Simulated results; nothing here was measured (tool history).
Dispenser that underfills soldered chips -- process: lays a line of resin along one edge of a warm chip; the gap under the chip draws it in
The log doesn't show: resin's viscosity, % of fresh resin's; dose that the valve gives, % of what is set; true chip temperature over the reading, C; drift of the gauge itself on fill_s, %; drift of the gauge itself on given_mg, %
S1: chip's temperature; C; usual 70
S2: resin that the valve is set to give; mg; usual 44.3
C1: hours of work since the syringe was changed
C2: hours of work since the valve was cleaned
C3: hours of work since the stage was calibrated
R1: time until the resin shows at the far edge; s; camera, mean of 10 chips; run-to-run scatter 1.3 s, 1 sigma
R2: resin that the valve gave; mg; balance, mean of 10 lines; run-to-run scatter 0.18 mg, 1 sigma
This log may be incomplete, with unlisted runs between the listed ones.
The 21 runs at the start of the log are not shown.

| run | day | S1 | S2 | C1 | C2 | C3 | R1 | R2 |
|---|---|---|---|---|---|---|---|---|
|  | 8.858 | new syringe of resin |
| 22 | 9.300 | 58 | 40.5 | 7 | 91 | 80 | 364.2 | 36.75 |
|  | 9.508 | new syringe of resin |
| 23 | 9.775 | 70 | 45.6 | 4 | 98 | 87 | 163.0 | 40.95 |
| 24 | 10.075 | 74 | 44.1 | 9 | 103 | 92 | 160.3 | 39.70 |
|  | 10.129 | new syringe of resin |
| 25 | 10.479 | 63 | 54.7 | 6 | 109 | 98 | 257.0 | 48.31 |
|  | 10.754 | new syringe of resin |
| 26 | 11.029 | 63 | 54.7 | 4 | 118 | 107 | 232.3 | 48.43 |
|  | 11.388 | new syringe of resin |
| 27 | 11.388 | 78 | 43.0 | 0 | 123 | 113 | 90.3 | 37.50 |
|  | 11.821 | dispensing valve cleaned and set on the balance |
| 28 | 11.942 | 63 | 38.5 | 8 | 2 | 121 | 288.1 | 38.33 |
|  | 12.067 | new syringe of resin |
| 29 | 12.488 | 72 | 52.8 | 7 | 10 | 129 | 153.6 | 52.44 |
|  | 12.708 | new syringe of resin |
| 30 | 13.062 | 68 | 56.8 | 6 | 19 | 138 | 184.2 | 55.55 |
|  | 13.346 | new syringe of resin |
| 31 | 13.458 | 82 | 37.9 | 2 | 25 | 144 | 77.6 | 36.93 |
| 32 | 13.700 | 78 | 40.8 | 6 | 29 | 148 | 111.9 | 39.93 |
|  | 13.979 | new syringe of resin |
| 33 | 14.062 | 78 | 40.8 | 1 | 35 | 154 | 93.6 | 39.27 |
| 34 | 14.579 | 70 | 53.5 | 10 | 43 | 162 | 202.0 | 51.13 |

Each row is a separate what-if for the run after 34, all from the same tool condition, not one after another. Results?
|  | 14.629 | new syringe of resin |
| A | 15.154 | 70 | 49.5 | 8 | 52 | 171 | ? | ? |
|  | 14.629 | new syringe of resin |
| B | 15.154 | 57 | 53.5 | 8 | 52 | 171 | ? | ? |
|  | 14.629 | new syringe of resin |
| C | 15.154 | 56 | 39.3 | 8 | 52 | 171 | ? | ? |
|  | 14.629 | new syringe of resin |
| D | 15.154 | 80 | 46.2 | 8 | 52 | 171 | ? | ? |

| run | R1 | R2 |
|---|---|---|
| A | 191.1 | 47.25 |
| B | 392.9 | 50.45 |
| C | 439.0 | 37.09 |
| D | 115.4 | 43.65 |
Stripped of hidden state, with their random variation kept, the same runs would have yielded:
| run | R1 | R2 |
|---|---|---|
| A | 128.7 | 49.77 |
| B | 264.4 | 53.15 |
| C | 293.0 | 39.07 |
| D | 77.9 | 45.98 |
